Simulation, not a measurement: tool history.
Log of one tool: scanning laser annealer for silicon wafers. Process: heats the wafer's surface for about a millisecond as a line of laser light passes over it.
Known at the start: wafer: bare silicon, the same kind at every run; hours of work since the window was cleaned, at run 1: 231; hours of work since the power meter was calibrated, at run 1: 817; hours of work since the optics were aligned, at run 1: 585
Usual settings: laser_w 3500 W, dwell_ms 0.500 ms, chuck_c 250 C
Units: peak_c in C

run,hour,laser_w,dwell_ms,chuck_c,hours of work since the window was cleaned,hours of work since the power meter was calibrated,hours of work since the optics were aligned,peak_c
1,0.0,3500,0.500,250,231,817,585,1042
2,69.5,3500,0.400,250,261,846,615,959
3,148.9,3500,0.400,250,295,880,649,959
4,214.4,3500,0.400,250,323,908,677,954
5,287.6,3500,0.400,250,354,940,708,954
6,326.1,3500,0.400,250,371,956,725,952
7,387.4,3500,0.400,250,397,983,751,951
# hour 396.3: window over the wafer cleaned
8,446.9,3500,0.500,269,22,1007,776,1040
9,511.0,3500,0.500,250,49,1035,803,1015
10,553.1,3452,0.378,254,67,1053,821,915
11,637.3,3152,0.537,233,103,1089,857,923
12,700.7,3443,0.500,250,130,1116,884,994
13,745.4,3500,0.479,250,150,1135,904,991
14,812.1,3500,0.479,250,178,1164,932,991
# hour 836.9: optics aligned, line set to its width
# hour 845.6: window over the wafer cleaned, once more
15,864.7,3337,0.439,250,8,1183,11,969
16,930.4,3497,0.400,277,36,1212,39,1001
17,993.0,3500,0.500,219,63,1238,66,1026

5 ways to go on from here, each from the tool as it stands after run 17. What would each give?
A,1030.4,3086,0.351,241,79,1254,82,?
B,1030.4,3500,0.496,251,79,1254,82,?
C,1030.4,3314,0.575,233,79,1254,82,?
D,1030.4,3419,0.500,219,79,1254,82,?
E,1030.4,3129,0.500,250,79,1254,82,?

run,peak_c
A,826
B,1052
C,1035
D,999
E,951
Without the tool's hidden state the same runs would have given:
run,peak_c
A,835
B,1064
C,1047
D,1011
E,961

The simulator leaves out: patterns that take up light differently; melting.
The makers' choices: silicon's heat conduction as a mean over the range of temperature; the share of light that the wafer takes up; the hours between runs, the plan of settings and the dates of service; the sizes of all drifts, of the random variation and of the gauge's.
